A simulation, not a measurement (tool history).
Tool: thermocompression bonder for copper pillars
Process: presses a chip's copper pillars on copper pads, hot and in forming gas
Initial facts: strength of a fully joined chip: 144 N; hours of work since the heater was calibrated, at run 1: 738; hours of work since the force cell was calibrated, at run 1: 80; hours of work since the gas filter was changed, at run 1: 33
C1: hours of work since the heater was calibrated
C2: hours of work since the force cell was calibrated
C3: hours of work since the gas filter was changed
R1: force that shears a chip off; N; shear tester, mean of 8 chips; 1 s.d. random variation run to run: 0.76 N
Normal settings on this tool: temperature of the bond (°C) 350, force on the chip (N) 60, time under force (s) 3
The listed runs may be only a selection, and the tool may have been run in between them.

run 1 hour=0 | temperature_of_the_bond_(°C)=350 force_on_the_chip_(N)=60 time_under_force_(s)=3 | C1=738 C2=80 C3=33 | R1=104.9
run 2 hour=51.4 | temperature_of_the_bond_(°C)=350 force_on_the_chip_(N)=60 time_under_force_(s)=3 | C1=776 C2=117 C3=70 | R1=102.3
run 3 hour=110.3 | temperature_of_the_bond_(°C)=350 force_on_the_chip_(N)=60 time_under_force_(s)=3 | C1=819 C2=160 C3=113 | R1=102.6
-- hour=116.3 heater calibrated with a thermocouple chip
run 4 hour=168.9 | temperature_of_the_bond_(°C)=350 force_on_the_chip_(N)=46 time_under_force_(s)=3 | C1=38 C2=201 C3=154 | R1=88.9
run 5 hour=202.8 | temperature_of_the_bond_(°C)=350 force_on_the_chip_(N)=46 time_under_force_(s)=3 | C1=63 C2=226 C3=179 | R1=88.8
-- hour=218 forming gas filter changed
run 6 hour=265.9 | temperature_of_the_bond_(°C)=350 force_on_the_chip_(N)=46 time_under_force_(s)=3 | C1=109 C2=272 C3=35 | R1=94.1
run 7 hour=316.7 | temperature_of_the_bond_(°C)=350 force_on_the_chip_(N)=46 time_under_force_(s)=6 | C1=146 C2=309 C3=72 | R1=107.9
-- hour=330.2 heater calibrated with a thermocouple chip, once more
run 8 hour=377.9 | temperature_of_the_bond_(°C)=350 force_on_the_chip_(N)=60 time_under_force_(s)=3 | C1=35 C2=352 C3=115 | R1=92.7
run 9 hour=450.7 | temperature_of_the_bond_(°C)=350 force_on_the_chip_(N)=73 time_under_force_(s)=3 | C1=88 C2=405 C3=168 | R1=104.7
-- hour=483.2 forming gas filter changed
run 10 hour=503.1 | temperature_of_the_bond_(°C)=350 force_on_the_chip_(N)=73 time_under_force_(s)=3 | C1=126 C2=443 C3=14 | R1=107.8
run 11 hour=574.2 | temperature_of_the_bond_(°C)=350 force_on_the_chip_(N)=73 time_under_force_(s)=4 | C1=178 C2=495 C3=66 | R1=113.7
run 12 hour=629.7 | temperature_of_the_bond_(°C)=350 force_on_the_chip_(N)=73 time_under_force_(s)=4 | C1=218 C2=535 C3=107 | R1=111.9
run 13 hour=697.4 | temperature_of_the_bond_(°C)=350 force_on_the_chip_(N)=60 time_under_force_(s)=3 | C1=267 C2=585 C3=156 | R1=93.6
-- hour=744.7 forming gas filter changed
run 14 hour=767.1 | temperature_of_the_bond_(°C)=350 force_on_the_chip_(N)=60 time_under_force_(s)=3 | C1=318 C2=635 C3=16 | R1=97.7
run 15 hour=838 | temperature_of_the_bond_(°C)=350 force_on_the_chip_(N)=60 time_under_force_(s)=3 | C1=370 C2=687 C3=68 | R1=97.1
run 16 hour=885.5 | temperature_of_the_bond_(°C)=343 force_on_the_chip_(N)=60 time_under_force_(s)=3 | C1=404 C2=721 C3=103 | R1=91.9
run 17 hour=947.6 | temperature_of_the_bond_(°C)=350 force_on_the_chip_(N)=54 time_under_force_(s)=3 | C1=449 C2=767 C3=148 | R1=89.4
-- hour=1007.9 forming gas filter changed
run 18 hour=1016.9 | temperature_of_the_bond_(°C)=350 force_on_the_chip_(N)=54 time_under_force_(s)=3 | C1=500 C2=817 C3=7 | R1=92.5
run 19 hour=1073.5 | temperature_of_the_bond_(°C)=350 force_on_the_chip_(N)=54 time_under_force_(s)=3 | C1=541 C2=858 C3=48 | R1=93.1
run 20 hour=1122.5 | temperature_of_the_bond_(°C)=338 force_on_the_chip_(N)=54 time_under_force_(s)=3 | C1=577 C2=894 C3=84 | R1=83.5
run 21 hour=1183.1 | temperature_of_the_bond_(°C)=338 force_on_the_chip_(N)=54 time_under_force_(s)=3 | C1=621 C2=938 C3=128 | R1=82.8

Estimate the outcome of run 22 from the log above:
run 22 hour=1236.1 | temperature_of_the_bond_(°C)=357 force_on_the_chip_(N)=83 time_under_force_(s)=3 | C1=660 C2=977 C3=166 | R1=?

{"run 22": {"R1": 116.4}}
Without the tool's hidden state the same run would have given R1 119.5 N.

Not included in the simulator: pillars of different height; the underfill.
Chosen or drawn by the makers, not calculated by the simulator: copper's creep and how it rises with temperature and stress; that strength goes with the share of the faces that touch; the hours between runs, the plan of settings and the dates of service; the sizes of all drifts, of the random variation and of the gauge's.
